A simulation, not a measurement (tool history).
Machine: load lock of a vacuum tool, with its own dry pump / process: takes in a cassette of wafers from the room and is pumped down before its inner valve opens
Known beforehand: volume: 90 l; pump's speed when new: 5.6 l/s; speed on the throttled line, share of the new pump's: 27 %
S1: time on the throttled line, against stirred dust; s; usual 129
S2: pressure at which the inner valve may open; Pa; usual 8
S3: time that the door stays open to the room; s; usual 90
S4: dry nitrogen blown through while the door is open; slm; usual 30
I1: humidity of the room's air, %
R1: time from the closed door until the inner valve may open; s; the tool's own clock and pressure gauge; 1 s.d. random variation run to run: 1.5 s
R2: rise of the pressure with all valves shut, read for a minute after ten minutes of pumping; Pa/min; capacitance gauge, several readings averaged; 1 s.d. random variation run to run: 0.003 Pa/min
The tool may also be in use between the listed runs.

run 1 hour=0 | S1=129 S2=8 S3=90 S4=30 | I1=47.2 | R1=259.6 R2=0.296
run 2 hour=161.9 | S1=129 S2=8 S3=90 S4=30 | I1=47.4 | R1=258.2 R2=0.31
run 3 hour=325.5 | S1=129 S2=8 S3=90 S4=30 | I1=43.2 | R1=259.8 R2=0.315
run 4 hour=481.7 | S1=129 S2=8 S3=90 S4=30 | I1=47.5 | R1=262.3 R2=0.338
-- hour=514 door's seal changed, seat wiped
run 5 hour=688.8 | S1=178 S2=8 S3=90 S4=30 | I1=45 | R1=293.6 R2=0.036
run 6 hour=818.9 | S1=154 S2=8 S3=90 S4=30 | I1=41.1 | R1=277 R2=0.034
run 7 hour=923.3 | S1=154 S2=8 S3=90 S4=30 | I1=42.6 | R1=280.1 R2=0.037
run 8 hour=1150.7 | S1=154 S2=8 S3=90 S4=30 | I1=47.6 | R1=278.4 R2=0.049
run 9 hour=1375.5 | S1=154 S2=8 S3=90 S4=30 | I1=42.4 | R1=280.5 R2=0.043
run 10 hour=1504.4 | S1=154 S2=8 S3=90 S4=30 | I1=44.5 | R1=283.4 R2=0.05
run 11 hour=1696.1 | S1=154 S2=8 S3=90 S4=30 | I1=40.3 | R1=281.1 R2=0.056
run 12 hour=1867.3 | S1=129 S2=8 S3=62 S4=30 | I1=49.9 | R1=263.1 R2=0.052
run 13 hour=2071.7 | S1=192 S2=8 S3=90 S4=30 | I1=46.7 | R1=311.4 R2=0.065
run 14 hour=2275.2 | S1=192 S2=12 S3=90 S4=30 | I1=45.3 | R1=299.5 R2=0.069
run 15 hour=2376.8 | S1=178 S2=8 S3=68 S4=30 | I1=40.7 | R1=297.4 R2=0.067
run 16 hour=2555.8 | S1=178 S2=8 S3=68 S4=30 | I1=45.8 | R1=301.3 R2=0.065
run 17 hour=2741.1 | S1=178 S2=8 S3=68 S4=30 | I1=48.8 | R1=300.4 R2=0.081
run 18 hour=2940 | S1=129 S2=15 S3=31 S4=9 | I1=45.5 | R1=256.5 R2=0.097
run 19 hour=3172.8 | S1=129 S2=15 S3=31 S4=9 | I1=42.6 | R1=258.6 R2=0.095
run 20 hour=3276.5 | S1=129 S2=7 S3=64 S4=30 | I1=46.3 | R1=271 R2=0.088
run 21 hour=3410.2 | S1=129 S2=7 S3=64 S4=30 | I1=42.6 | R1=270.9 R2=0.102
run 22 hour=3561.8 | S1=129 S2=7 S3=64 S4=30 | I1=45.1 | R1=271.9 R2=0.105

3 ways to go on from here, each from the tool as it stands after run 22. What would each give?
run A hour=3782.8 | S1=129 S2=6 S3=64 S4=7 | I1=44.1 | R1=? R2=?
run B hour=3782.8 | S1=192 S2=8 S3=228 S4=30 | I1=46.3 | R1=? R2=?
run C hour=3782.8 | S1=80 S2=7 S3=79 S4=30 | I1=46.6 | R1=? R2=?

run=A R1=273.7 R2=0.124
run=B R1=313.5 R2=0.132
run=C R1=239 R2=0.116
Without the tool's unlogged condition, the same runs would have read:
run=A R1=249.5 R2=0.041
run=B R1=293.8 R2=0.049
run=C R1=212.6 R2=0.032
